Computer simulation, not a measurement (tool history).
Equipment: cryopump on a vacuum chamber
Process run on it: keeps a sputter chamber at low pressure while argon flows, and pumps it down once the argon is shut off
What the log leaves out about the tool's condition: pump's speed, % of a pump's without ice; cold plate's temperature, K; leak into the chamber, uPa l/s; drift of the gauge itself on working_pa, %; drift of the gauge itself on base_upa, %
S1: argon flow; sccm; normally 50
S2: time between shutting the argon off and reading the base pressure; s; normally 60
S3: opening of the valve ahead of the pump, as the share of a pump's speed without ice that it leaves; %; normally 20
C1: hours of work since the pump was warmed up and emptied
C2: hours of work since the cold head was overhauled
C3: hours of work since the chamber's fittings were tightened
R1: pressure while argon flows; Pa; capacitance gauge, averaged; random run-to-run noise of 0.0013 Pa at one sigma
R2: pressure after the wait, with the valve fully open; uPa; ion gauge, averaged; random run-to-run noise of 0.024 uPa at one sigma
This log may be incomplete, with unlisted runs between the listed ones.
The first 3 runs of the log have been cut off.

Run 4, hour 34.2: usual settings but S2 75 s; C1 479; C2 479; C3 2657. Result: R1 0.317 Pa, R2 1.81 uPa.
Run 5, hour 44.5: usual settings but S3 35 %; C1 487; C2 487; C3 2665. Result: R1 0.1854 Pa, R2 1.98 uPa.
Run 6, hour 57.8: usual settings but S3 35 %; C1 498; C2 498; C3 2676. Result: R1 0.1868 Pa, R2 1.99 uPa.
Run 7, hour 68.1: usual settings but S2 34 s, S3 35 %; C1 506; C2 506; C3 2684. Result: R1 0.1882 Pa, R2 2.41 uPa.
Run 8, hour 82.4: usual settings but S2 34 s, S3 35 %; C1 518; C2 518; C3 2696. Result: R1 0.1877 Pa, R2 2.43 uPa.
Run 9, hour 98.6: usual settings but S2 34 s, S3 35 %; C1 531; C2 531; C3 2709. Result: R1 0.1886 Pa, R2 2.56 uPa.
Run 10, hour 113.7: usual settings but S2 32 s, S3 35 %; C1 544; C2 544; C3 2722. Result: R1 0.1886 Pa, R2 2.53 uPa.
Run 11, hour 126.4: usual settings but S2 32 s, S3 35 %; C1 554; C2 554; C3 2732. Result: R1 0.1885 Pa, R2 2.66 uPa.
At hour 133.2: pump warmed up, emptied and cooled again.
Run 12, hour 139.9: usual settings but S2 32 s, S3 35 %; C1 5; C2 561; C3 2739. Result: R1 0.1743 Pa, R2 2.27 uPa.
Run 13, hour 153.6: usual settings; C1 17; C2 572; C3 2750. Result: R1 0.3024 Pa, R2 1.76 uPa.
Run 14, hour 170.6: usual settings but S3 47 %; C1 31; C2 586; C3 2764. Result: R1 0.1307 Pa, R2 1.71 uPa.
Run 15, hour 187.3: usual settings but S1 91 sccm; C1 44; C2 600; C3 2778. Result: R1 0.552 Pa, R2 1.81 uPa.
Run 16, hour 195.5: usual settings but S1 91 sccm; C1 51; C2 606; C3 2784. Result: R1 0.5535 Pa, R2 1.79 uPa.
Run 17, hour 213.5: usual settings but S1 91 sccm; C1 66; C2 621; C3 2799. Result: R1 0.5537 Pa, R2 1.85 uPa.
Run 18, hour 222.6: usual settings but S1 22 sccm, S2 256 s, S3 36 %; C1 73; C2 629; C3 2807. Result: R1 0.0739 Pa, R2 1.39 uPa.
Run 19, hour 242.6: usual settings but S1 40 sccm, S2 256 s, S3 31 %; C1 89; C2 645; C3 2823. Result: R1 0.1589 Pa, R2 1.36 uPa.
Run 20, hour 259.4: usual settings but S2 243 s; C1 103; C2 659; C3 2837. Result: R1 0.3027 Pa, R2 1.38 uPa.
Run 21, hour 273.5: usual settings but S2 243 s; C1 115; C2 670; C3 2848. Result: R1 0.3074 Pa, R2 1.39 uPa.
Run 22, hour 291.1: usual settings but S2 243 s; C1 129; C2 685; C3 2863. Result: R1 0.3061 Pa, R2 1.42 uPa.
Run 23, hour 310.3: usual settings but S2 243 s; C1 145; C2 700; C3 2878. Result: R1 0.3067 Pa, R2 1.45 uPa.
Run 24, hour 326.7: usual settings but S2 243 s; C1 158; C2 714; C3 2892. Result: R1 0.3083 Pa, R2 1.44 uPa.
Run 25, hour 339.3: usual settings but S2 243 s; C1 169; C2 724; C3 2902. Result: R1 0.3079 Pa, R2 1.4 uPa.

Predict the results of run 26:
Run 26, hour 347.6: usual settings but S2 243 s, S3 34 %; C1 175; C2 731; C3 2909. Result: R1 ?, R2 ?.

{"run 26": {"R1": 0.1849, "R2": 1.42}}
The same run, on a tool lacking any hidden state, would have yielded R1 0.1791 Pa, R2 0.33 uPa.
